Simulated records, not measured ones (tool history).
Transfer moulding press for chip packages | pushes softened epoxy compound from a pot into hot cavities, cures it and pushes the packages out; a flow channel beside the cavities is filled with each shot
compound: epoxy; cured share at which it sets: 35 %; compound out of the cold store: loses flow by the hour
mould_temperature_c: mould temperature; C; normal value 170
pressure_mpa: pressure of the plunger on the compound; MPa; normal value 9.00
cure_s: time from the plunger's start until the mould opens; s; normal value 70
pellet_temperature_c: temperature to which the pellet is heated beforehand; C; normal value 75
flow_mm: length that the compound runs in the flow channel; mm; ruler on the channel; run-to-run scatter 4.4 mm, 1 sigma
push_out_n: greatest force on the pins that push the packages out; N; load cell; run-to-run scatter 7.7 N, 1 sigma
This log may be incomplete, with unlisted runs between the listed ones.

| run | hour | mould_temperature_c | pressure_mpa | cure_s | pellet_temperature_c | incoming compound's hours out of the cold store | flow_mm | push_out_n |
|---|---|---|---|---|---|---|---|---|
| 1 | 0.0 | 170 | 9.00 | 70 | 75 | 28.6 | 820 | 460 |
| 2 | 14.9 | 170 | 9.00 | 70 | 75 | 15.2 | 873 | 513 |
| 3 | 29.8 | 170 | 9.00 | 70 | 75 | 30.7 | 794 | 489 |
| 4 | 40.7 | 164 | 9.00 | 70 | 75 | 15.7 | 868 | 823 |
|  | 59.6 | cavities cleaned with cleaning compound and waxed |
| 5 | 59.6 | 170 | 9.62 | 70 | 75 | 15.2 | 896 | 386 |
| 6 | 69.7 | 170 | 9.18 | 70 | 75 | 35.2 | 783 | 384 |
| 7 | 88.8 | 170 | 9.18 | 70 | 75 | 31.2 | 799 | 426 |
|  | 104.1 | plunger's sealing rings changed |
| 8 | 107.9 | 172 | 9.18 | 70 | 75 | 47.2 | 804 | 410 |
| 9 | 122.8 | 170 | 9.00 | 70 | 75 | 17.5 | 935 | 499 |
|  | 126.6 | mould's thermocouples calibrated |
| 10 | 135.9 | 170 | 9.00 | 70 | 75 | 41.6 | 819 | 486 |
| 11 | 146.5 | 170 | 9.00 | 70 | 75 | 38.3 | 835 | 483 |
| 12 | 154.3 | 168 | 9.00 | 70 | 75 | 32.5 | 861 | 542 |
| 13 | 169.5 | 175 | 9.00 | 70 | 75 | 26.7 | 864 | 433 |
|  | 174.1 | cavities cleaned with cleaning compound and waxed |
|  | 182.1 | mould's thermocouples calibrated, once more |
| 14 | 186.8 | 170 | 8.76 | 56 | 78 | 23.2 | 884 | 702 |
| 15 | 197.1 | 172 | 9.00 | 56 | 75 | 14.7 | 936 | 711 |
| 16 | 210.4 | 170 | 9.38 | 70 | 75 | 22.9 | 909 | 461 |
| 17 | 223.5 | 169 | 8.02 | 70 | 83 | 9.0 | 913 | 513 |
| 18 | 239.7 | 169 | 8.26 | 70 | 83 | 16.6 | 886 | 508 |

5 ways to go on from here, each from the tool as it stands after run 18. What would each give?
| A | 258.9 | 167 | 10.09 | 70 | 75 | 15.5 | ? | ? |
| B | 258.9 | 171 | 9.87 | 70 | 79 | 39.2 | ? | ? |
| C | 258.9 | 167 | 9.00 | 70 | 82 | 28.8 | ? | ? |
| D | 258.9 | 165 | 7.68 | 70 | 82 | 38.8 | ? | ? |
| E | 258.9 | 163 | 10.11 | 70 | 81 | 9.2 | ? | ? |

| run | flow_mm | push_out_n |
|---|---|---|
| A | 979 | 627 |
| B | 852 | 478 |
| C | 861 | 584 |
| D | 759 | 667 |
| E | 1024 | 855 |
The same runs, with their run-to-run variation unchanged, on a tool lacking any hidden condition would have given:
| run | flow_mm | push_out_n |
|---|---|---|
| A | 1008 | 462 |
| B | 877 | 352 |
| C | 886 | 430 |
| D | 781 | 493 |
| E | 1054 | 632 |
